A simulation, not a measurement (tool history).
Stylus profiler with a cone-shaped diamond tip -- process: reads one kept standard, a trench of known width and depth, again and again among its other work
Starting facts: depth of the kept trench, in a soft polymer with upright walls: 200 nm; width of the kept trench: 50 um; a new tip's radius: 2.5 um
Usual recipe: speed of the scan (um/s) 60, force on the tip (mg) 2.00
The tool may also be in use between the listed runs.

run	hour	speed of the scan (um/s)	force on the tip (mg)	depth of the trench (Å)	width of the trench's floor (um)
1	0.0	60	2.00	2034.4	46.47
2	17.1	60	2.00	2035.4	46.44
3	34.7	60	2.00	2035.3	46.48
4	59.4	60	2.00	2035.5	46.47
5	79.8	60	2.00	2034.2	46.41
6	102.2	60	2.00	2034.9	46.41
7	115.3	60	2.00	2035.1	46.45
8	136.4	60	2.00	2035.5	46.39
9	160.6	60	4.50	2047.9	46.45
10	187.0	60	4.50	2050.0	46.44
11	208.7	60	4.50	2050.4	46.46
12	223.8	60	4.50	2052.2	46.41
13	235.2	60	4.50	2052.4	46.43
14	260.6	60	2.00	2035.6	46.32
15	283.0	60	2.00	2037.9	46.37
16	306.8	60	3.59	2046.8	46.34
17	319.2	72	3.59	2047.7	46.35
18	346.7	60	2.00	2037.8	46.33
19	358.6	60	2.00	2037.3	46.34
20	382.6	60	2.00	2036.2	46.33
21	401.0	57	2.00	2037.5	46.29
22	414.5	138	2.00	2037.4	45.99
23	432.2	76	2.00	2036.2	46.19
24	456.1	76	2.00	2039.1	46.17
25	477.2	70	4.62	2054.2	46.31
26	500.0	33	0.68	2026.9	46.20
27	519.2	43	5.93	2059.2	46.33
28	531.7	190	3.91	2050.3	46.00
29	546.1	19	1.47	2033.4	46.34
30	559.7	144	2.30	2039.0	45.99
31	586.2	166	2.30	2040.0	45.89
32	606.9	59	1.84	2036.2	46.19
33	621.8	59	1.84	2038.2	46.16
34	646.4	149	1.47	2033.8	45.77
35	672.0	60	3.05	2043.9	46.22
36	691.1	37	2.48	2045.5	46.17
# hour 706.8: new tip fitted, height scale calibrated
37	710.3	88	1.30	2015.2	47.66
38	732.0	59	5.71	2043.2	47.86
39	747.6	60	1.70	2019.6	47.74
40	764.7	60	1.70	2017.7	47.75
41	781.9	36	0.91	2013.0	47.67
42	801.7	47	4.75	2036.8	47.85
43	813.7	66	1.69	2017.3	47.69
44	836.2	144	3.94	2032.5	47.53
45	853.2	69	1.67	2019.7	47.54
46	875.9	31	0.81	2010.6	47.71
47	893.8	31	0.81	2012.2	47.66

For some of the steps in depth of the trench (Å) from one run to the next: how much would appear even if the tool had no hidden state, given the settings, what came in and random variation, and how much remains for the hidden state plus any gauge scatter that the measured result and the result without hidden state don't share?
What the log doesn't record here: radius of the tip, um; height scale over the true one, %; drift of the gauge itself on depth_nm, %; drift of the gauge itself on floor_um, %.
Run 24 -> 25: speed of the scan (um/s) 76 -> 70, force on the tip (mg) 2.00 -> 4.62. depth of the trench (Å) +15.1: hidden state +0.3, all else +14.8.
Run 26 -> 27: speed of the scan (um/s) 33 -> 43, force on the tip (mg) 0.68 -> 5.93. depth of the trench (Å) +32.3: hidden state +0.3, all else +32.0.
Run 34 -> 35: speed of the scan (um/s) 149 -> 60, force on the tip (mg) 1.47 -> 3.05. depth of the trench (Å) +10.1: hidden state +0.4, all else +9.7.
Run 36 -> 37: speed of the scan (um/s) 37 -> 88, force on the tip (mg) 2.48 -> 1.30, new tip fitted, height scale calibrated. depth of the trench (Å) -30.3: hidden state -18.7, all else -11.6.
Run 37 -> 38: speed of the scan (um/s) 88 -> 59, force on the tip (mg) 1.30 -> 5.71. depth of the trench (Å) +28.0: hidden state +0.1, all else +27.9.
